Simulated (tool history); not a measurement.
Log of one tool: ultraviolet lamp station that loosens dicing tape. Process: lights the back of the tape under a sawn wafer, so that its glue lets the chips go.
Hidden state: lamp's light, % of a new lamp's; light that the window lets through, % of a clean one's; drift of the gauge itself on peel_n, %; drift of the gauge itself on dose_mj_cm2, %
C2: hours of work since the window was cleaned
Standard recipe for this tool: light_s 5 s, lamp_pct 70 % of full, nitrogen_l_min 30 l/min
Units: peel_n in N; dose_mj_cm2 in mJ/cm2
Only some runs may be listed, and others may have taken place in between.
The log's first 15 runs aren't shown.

run 16 hour=368 | light_s=6 lamp_pct=98 nitrogen_l_min=30 | hours_of_work_of_the_lamp=720 C2=167 | peel_n=0.203 dose_mj_cm2=707
run 17 hour=402.5 | light_s=5 lamp_pct=62 nitrogen_l_min=30 | hours_of_work_of_the_lamp=741 C2=188 | peel_n=0.505 dose_mj_cm2=378
run 18 hour=438.6 | light_s=5 lamp_pct=70 nitrogen_l_min=30 | hours_of_work_of_the_lamp=763 C2=209 | peel_n=0.433 dose_mj_cm2=416
run 19 hour=470.8 | light_s=5 lamp_pct=70 nitrogen_l_min=30 | hours_of_work_of_the_lamp=782 C2=229 | peel_n=0.426 dose_mj_cm2=403
run 20 hour=490.6 | light_s=5 lamp_pct=70 nitrogen_l_min=30 | hours_of_work_of_the_lamp=794 C2=241 | peel_n=0.431 dose_mj_cm2=405
run 21 hour=506.3 | light_s=5 lamp_pct=70 nitrogen_l_min=30 | hours_of_work_of_the_lamp=803 C2=250 | peel_n=0.437 dose_mj_cm2=396
run 22 hour=529 | light_s=5 lamp_pct=70 nitrogen_l_min=30 | hours_of_work_of_the_lamp=817 C2=264 | peel_n=0.447 dose_mj_cm2=400
run 23 hour=550.1 | light_s=5 lamp_pct=70 nitrogen_l_min=30 | hours_of_work_of_the_lamp=830 C2=277 | peel_n=0.454 dose_mj_cm2=392
run 24 hour=582.4 | light_s=5 lamp_pct=90 nitrogen_l_min=48 | hours_of_work_of_the_lamp=849 C2=296 | peel_n=0.241 dose_mj_cm2=501
run 25 hour=602.3 | light_s=2 lamp_pct=70 nitrogen_l_min=30 | hours_of_work_of_the_lamp=861 C2=308 | peel_n=1.503 dose_mj_cm2=157
-- hour=611.9 window cleaned of glue's vapour
run 26 hour=619.7 | light_s=4 lamp_pct=71 nitrogen_l_min=30 | hours_of_work_of_the_lamp=872 C2=5 | peel_n=0.551 dose_mj_cm2=345
run 27 hour=637.9 | light_s=4 lamp_pct=71 nitrogen_l_min=30 | hours_of_work_of_the_lamp=882 C2=16 | peel_n=0.537 dose_mj_cm2=352
run 28 hour=671.9 | light_s=4 lamp_pct=89 nitrogen_l_min=15 | hours_of_work_of_the_lamp=903 C2=36 | peel_n=0.602 dose_mj_cm2=430
run 29 hour=696.6 | light_s=3 lamp_pct=89 nitrogen_l_min=15 | hours_of_work_of_the_lamp=918 C2=51 | peel_n=0.958 dose_mj_cm2=323
run 30 hour=726.2 | light_s=4 lamp_pct=72 nitrogen_l_min=43 | hours_of_work_of_the_lamp=936 C2=69 | peel_n=0.46 dose_mj_cm2=345
run 31 hour=744.4 | light_s=4 lamp_pct=72 nitrogen_l_min=19 | hours_of_work_of_the_lamp=947 C2=80 | peel_n=0.745 dose_mj_cm2=341
run 32 hour=769.8 | light_s=3 lamp_pct=67 nitrogen_l_min=23 | hours_of_work_of_the_lamp=962 C2=95 | peel_n=1.135 dose_mj_cm2=239
run 33 hour=800.4 | light_s=3 lamp_pct=67 nitrogen_l_min=23 | hours_of_work_of_the_lamp=981 C2=114 | peel_n=1.041 dose_mj_cm2=234
run 34 hour=818.4 | light_s=3 lamp_pct=92 nitrogen_l_min=13 | hours_of_work_of_the_lamp=991 C2=125 | peel_n=1.038 dose_mj_cm2=322
run 35 hour=854.4 | light_s=3 lamp_pct=92 nitrogen_l_min=13 | hours_of_work_of_the_lamp=1013 C2=146 | peel_n=0.999 dose_mj_cm2=319
run 36 hour=891.4 | light_s=5 lamp_pct=71 nitrogen_l_min=24 | hours_of_work_of_the_lamp=1035 C2=169 | peel_n=0.506 dose_mj_cm2=396
run 37 hour=921.8 | light_s=2 lamp_pct=70 nitrogen_l_min=10 | hours_of_work_of_the_lamp=1054 C2=187 | peel_n=2.019 dose_mj_cm2=152
run 38 hour=951.4 | light_s=9 lamp_pct=68 nitrogen_l_min=23 | hours_of_work_of_the_lamp=1072 C2=205 | peel_n=0.248 dose_mj_cm2=670

Expected results for the next run?
run 39 hour=972.8 | light_s=4 lamp_pct=68 nitrogen_l_min=18 | hours_of_work_of_the_lamp=1084 C2=218 | peel_n=? dose_mj_cm2=?

peel_n: 0.941 N
dose_mj_cm2: 302 mJ/cm2
The same run, on a tool lacking any hidden state, would have yielded peel_n 0.645 N, dose_mj_cm2 396 mJ/cm2.

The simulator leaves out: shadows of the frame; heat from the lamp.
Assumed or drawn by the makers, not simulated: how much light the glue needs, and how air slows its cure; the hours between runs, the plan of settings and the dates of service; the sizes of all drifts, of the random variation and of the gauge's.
